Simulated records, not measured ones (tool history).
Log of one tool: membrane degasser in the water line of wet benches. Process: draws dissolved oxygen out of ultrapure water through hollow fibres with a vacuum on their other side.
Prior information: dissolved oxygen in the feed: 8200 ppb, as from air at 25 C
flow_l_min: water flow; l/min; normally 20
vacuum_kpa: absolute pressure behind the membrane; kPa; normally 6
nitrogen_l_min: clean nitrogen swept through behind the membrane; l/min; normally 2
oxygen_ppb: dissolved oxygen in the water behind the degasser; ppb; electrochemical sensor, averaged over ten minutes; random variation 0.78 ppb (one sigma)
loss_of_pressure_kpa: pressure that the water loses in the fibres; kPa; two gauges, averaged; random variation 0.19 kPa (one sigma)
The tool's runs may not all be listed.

| run | hour | flow_l_min | vacuum_kpa | nitrogen_l_min | oxygen_ppb | loss_of_pressure_kpa |
|---|---|---|---|---|---|---|
| 1 | 0 | 20 | 6 | 2 | 71.8 | 37.25 |
| 2 | 203.9 | 20 | 6 | 2 | 73 | 36.92 |
| 3 | 431.5 | 26 | 6 | 2 | 96.2 | 48.32 |
| 4 | 654.2 | 26 | 6 | 2 | 95.1 | 48.67 |
| 5 | 834.3 | 21 | 6 | 2 | 75.1 | 39.11 |
| 6 | 1142.1 | 21 | 3.85 | 2 | 23.5 | 39.27 |
| 7 | 1456.3 | 21 | 5.83 | 2 | 73 | 38.97 |
| 8 | 1655.2 | 21 | 5.83 | 2 | 71.7 | 39.1 |
| 9 | 1947.3 | 20 | 6 | 2 | 73.8 | 37.36 |
| 10 | 2133.5 | 20 | 11.1 | 2 | 191.6 | 36.88 |
| 11 | 2397.3 | 20 | 11.1 | 2 | 190.6 | 37.3 |
| 12 | 2680.9 | 20 | 11.1 | 2 | 186 | 37.46 |
| 13 | 2915.7 | 20 | 11.1 | 2 | 189.7 | 37.34 |
| 14 | 3098.4 | 20 | 11.1 | 2 | 187.3 | 37.36 |
| 15 | 3409.6 | 20 | 11.1 | 0.9 | 386.8 | 36.88 |
| 16 | 3601.7 | 20 | 6 | 2.68 | 55.6 | 37.01 |
| 17 | 3766.4 | 20 | 5.98 | 4.63 | 34.9 | 37.14 |
| 18 | 4086.6 | 20 | 5.98 | 4.63 | 35.5 | 37.35 |
| 19 | 4363.6 | 20 | 12 | 1.13 | 346.5 | 37.16 |
| 20 | 4689.6 | 21 | 5.82 | 3.11 | 50 | 39.03 |
| 21 | 5004.8 | 21 | 5.82 | 1.68 | 83.4 | 39.08 |
| 22 | 5175.4 | 20 | 5.51 | 5.86 | 25.5 | 37.25 |
| 23 | 5494.2 | 20 | 5.51 | 5.86 | 25.4 | 36.84 |
| 24 | 5667.2 | 20 | 5.51 | 5.86 | 25.4 | 37.44 |
| 25 | 5926 | 20 | 6 | 4.87 | 34.8 | 37.18 |
| 26 | 6226.5 | 23 | 6 | 5.35 | 39 | 42.98 |
| 27 | 6519 | 20 | 9.87 | 1.42 | 215.9 | 37.25 |
| 28 | 6668.2 | 20 | 4.18 | 0.93 | 53.4 | 36.91 |
| 29 | 6809.6 | 19 | 4.18 | 2.47 | 23.8 | 35.05 |
| 30 | 7099.9 | 21 | 13.18 | 1.45 | 329.8 | 39.22 |
| 31 | 7421.7 | 20 | 5.4 | 2 | 57.9 | 37.21 |
| 32 | 7704.5 | 20 | 7.96 | 2 | 117.2 | 37.49 |

Removed from this log: 3 entries logged between the listed runs. Between which two listed runs does each belong, and how does the tool's hidden state at the listed run before it compare with that at the listed run after it?
Run 2 -> run 3: vacuum gauge calibrated (hour 286.3)
  no hidden state differs between the two runs
Run 23 -> run 24: seals of the vacuum lines changed (hour 5542.3)
  air that leaks in behind the membrane, l/min: 0.0022 -> 0.002
Run 30 -> run 31: vacuum gauge calibrated (hour 7356.2)
  no hidden state differs between the two runs

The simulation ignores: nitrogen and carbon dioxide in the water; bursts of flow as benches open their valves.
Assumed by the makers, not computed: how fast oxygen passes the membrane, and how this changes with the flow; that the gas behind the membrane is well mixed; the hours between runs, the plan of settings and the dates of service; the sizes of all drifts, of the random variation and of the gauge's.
